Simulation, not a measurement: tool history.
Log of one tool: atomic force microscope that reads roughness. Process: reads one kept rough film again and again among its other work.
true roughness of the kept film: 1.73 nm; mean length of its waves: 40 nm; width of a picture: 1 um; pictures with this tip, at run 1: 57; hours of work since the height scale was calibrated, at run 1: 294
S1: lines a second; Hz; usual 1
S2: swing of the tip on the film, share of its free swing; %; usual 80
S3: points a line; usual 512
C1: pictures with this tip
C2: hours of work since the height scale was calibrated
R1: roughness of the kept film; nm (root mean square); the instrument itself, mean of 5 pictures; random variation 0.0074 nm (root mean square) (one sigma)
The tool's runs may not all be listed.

{"run": 1, "hour": 0.0, "S1": 1, "S2": 80, "S3": 512, "C1": 57, "C2": 294, "R1": 1.568}
{"run": 2, "hour": 8.1, "S1": 1, "S2": 80, "S3": 512, "C1": 67, "C2": 300, "R1": 1.567}
{"run": 3, "hour": 20.4, "S1": 1, "S2": 80, "S3": 512, "C1": 84, "C2": 309, "R1": 1.556}
{"run": 4, "hour": 30.9, "S1": 1, "S2": 80, "S3": 512, "C1": 97, "C2": 316, "R1": 1.563}
{"run": 5, "hour": 38.8, "S1": 1, "S2": 80, "S3": 512, "C1": 108, "C2": 322, "R1": 1.583}
{"run": 6, "hour": 48.4, "S1": 1, "S2": 80, "S3": 512, "C1": 120, "C2": 329, "R1": 1.559}
{"run": 7, "hour": 54.4, "S1": 1, "S2": 80, "S3": 512, "C1": 128, "C2": 333, "R1": 1.558}
{"run": 8, "hour": 61.7, "S1": 1, "S2": 80, "S3": 660, "C1": 138, "C2": 339, "R1": 1.584}
{"run": 9, "hour": 72.2, "S1": 1, "S2": 56, "S3": 512, "C1": 151, "C2": 346, "R1": 1.635}
{"run": 10, "hour": 83.7, "S1": 1, "S2": 80, "S3": 512, "C1": 166, "C2": 354, "R1": 1.568}
{"run": 11, "hour": 89.9, "S1": 1, "S2": 80, "S3": 512, "C1": 175, "C2": 359, "R1": 1.557}
{"run": 12, "hour": 95.4, "S1": 0.77, "S2": 80, "S3": 512, "C1": 182, "C2": 363, "R1": 1.593}
{"run": 13, "hour": 105.2, "S1": 2.84, "S2": 80, "S3": 512, "C1": 195, "C2": 370, "R1": 1.416}
{"run": 14, "hour": 117.4, "S1": 1, "S2": 80, "S3": 326, "C1": 211, "C2": 379, "R1": 1.554}
{"run": 15, "hour": 125.6, "S1": 1, "S2": 86, "S3": 326, "C1": 221, "C2": 385, "R1": 1.529}
{"run": 16, "hour": 137.1, "S1": 1, "S2": 86, "S3": 457, "C1": 236, "C2": 393, "R1": 1.54}
{"run": 17, "hour": 145.5, "S1": 1, "S2": 86, "S3": 457, "C1": 247, "C2": 399, "R1": 1.533}
{"run": 18, "hour": 153.2, "S1": 1, "S2": 86, "S3": 965, "C1": 257, "C2": 404, "R1": 1.536}
{"run": 19, "hour": 159.3, "S1": 1, "S2": 80, "S3": 621, "C1": 265, "C2": 409, "R1": 1.555}
{"run": 20, "hour": 166.5, "S1": 1, "S2": 80, "S3": 512, "C1": 275, "C2": 414, "R1": 1.57}
{"run": 21, "hour": 172.5, "S1": 1, "S2": 80, "S3": 512, "C1": 283, "C2": 418, "R1": 1.557}
{"run": 22, "hour": 184.8, "S1": 1, "S2": 80, "S3": 512, "C1": 299, "C2": 427, "R1": 1.565}
{"run": 23, "hour": 190.7, "S1": 1, "S2": 80, "S3": 512, "C1": 306, "C2": 431, "R1": 1.567}
{"run": 24, "hour": 198.5, "S1": 1, "S2": 80, "S3": 512, "C1": 317, "C2": 437, "R1": 1.562}
{"run": 25, "hour": 211.2, "S1": 1, "S2": 80, "S3": 512, "C1": 333, "C2": 446, "R1": 1.576}
{"run": 26, "hour": 219.3, "S1": 1, "S2": 80, "S3": 805, "C1": 344, "C2": 452, "R1": 1.552}
{"run": 27, "hour": 224.8, "S1": 1, "S2": 80, "S3": 805, "C1": 351, "C2": 456, "R1": 1.575}
{"run": 28, "hour": 236.7, "S1": 0.59, "S2": 79, "S3": 923, "C1": 367, "C2": 465, "R1": 1.6}
{"hour": 240.8, "done": "new tip fitted"}
{"run": 29, "hour": 248.3, "S1": 0.79, "S2": 61, "S3": 269, "C1": 10, "C2": 473, "R1": 1.623}
{"run": 30, "hour": 254.6, "S1": 0.79, "S2": 61, "S3": 269, "C1": 18, "C2": 477, "R1": 1.625}
{"run": 31, "hour": 266.9, "S1": 1.31, "S2": 80, "S3": 512, "C1": 34, "C2": 486, "R1": 1.55}
{"run": 32, "hour": 278.0, "S1": 0.62, "S2": 87, "S3": 722, "C1": 49, "C2": 494, "R1": 1.584}
{"run": 33, "hour": 286.2, "S1": 1, "S2": 76, "S3": 512, "C1": 60, "C2": 500, "R1": 1.586}
{"run": 34, "hour": 298.4, "S1": 0.96, "S2": 78, "S3": 263, "C1": 76, "C2": 509, "R1": 1.573}
{"run": 35, "hour": 306.4, "S1": 1, "S2": 83, "S3": 261, "C1": 86, "C2": 514, "R1": 1.543}
{"run": 36, "hour": 316.9, "S1": 0.69, "S2": 79, "S3": 349, "C1": 100, "C2": 522, "R1": 1.59}
{"run": 37, "hour": 322.4, "S1": 0.69, "S2": 79, "S3": 349, "C1": 107, "C2": 526, "R1": 1.602}
{"run": 38, "hour": 335.2, "S1": 0.69, "S2": 79, "S3": 349, "C1": 124, "C2": 535, "R1": 1.592}
{"run": 39, "hour": 346.6, "S1": 0.57, "S2": 65, "S3": 979, "C1": 139, "C2": 543, "R1": 1.625}
{"run": 40, "hour": 354.0, "S1": 0.57, "S2": 64, "S3": 883, "C1": 148, "C2": 549, "R1": 1.637}
{"run": 41, "hour": 361.1, "S1": 0.8, "S2": 64, "S3": 359, "C1": 158, "C2": 554, "R1": 1.607}
{"run": 42, "hour": 369.5, "S1": 2.71, "S2": 72, "S3": 705, "C1": 169, "C2": 560, "R1": 1.512}
{"run": 43, "hour": 381.5, "S1": 0.88, "S2": 72, "S3": 471, "C1": 184, "C2": 568, "R1": 1.607}
{"run": 44, "hour": 391.4, "S1": 2.14, "S2": 83, "S3": 822, "C1": 197, "C2": 576, "R1": 1.474}
{"run": 45, "hour": 401.8, "S1": 2.35, "S2": 84, "S3": 822, "C1": 211, "C2": 583, "R1": 1.429}
{"run": 46, "hour": 410.2, "S1": 0.53, "S2": 80, "S3": 597, "C1": 222, "C2": 589, "R1": 1.601}
{"run": 47, "hour": 422.9, "S1": 0.91, "S2": 63, "S3": 740, "C1": 239, "C2": 598, "R1": 1.625}
{"run": 48, "hour": 432.3, "S1": 0.91, "S2": 63, "S3": 740, "C1": 251, "C2": 605, "R1": 1.617}
{"run": 49, "hour": 439.2, "S1": 0.91, "S2": 63, "S3": 740, "C1": 260, "C2": 610, "R1": 1.615}
{"run": 50, "hour": 445.0, "S1": 1.85, "S2": 78, "S3": 388, "C1": 267, "C2": 614, "R1": 1.523}
{"run": 51, "hour": 456.5, "S1": 1.39, "S2": 58, "S3": 755, "C1": 283, "C2": 623, "R1": 1.616}
{"run": 52, "hour": 468.7, "S1": 1.39, "S2": 80, "S3": 306, "C1": 298, "C2": 631, "R1": 1.519}
{"run": 53, "hour": 477.1, "S1": 1.39, "S2": 80, "S3": 306, "C1": 309, "C2": 637, "R1": 1.514}

How the hidden state differs across the entries between the runs, from the last listed run before each to the first after it:
Between runs 28 and 29: new tip fitted (hour 240.8)
  radius of the tip, nm: 10.7 -> 10
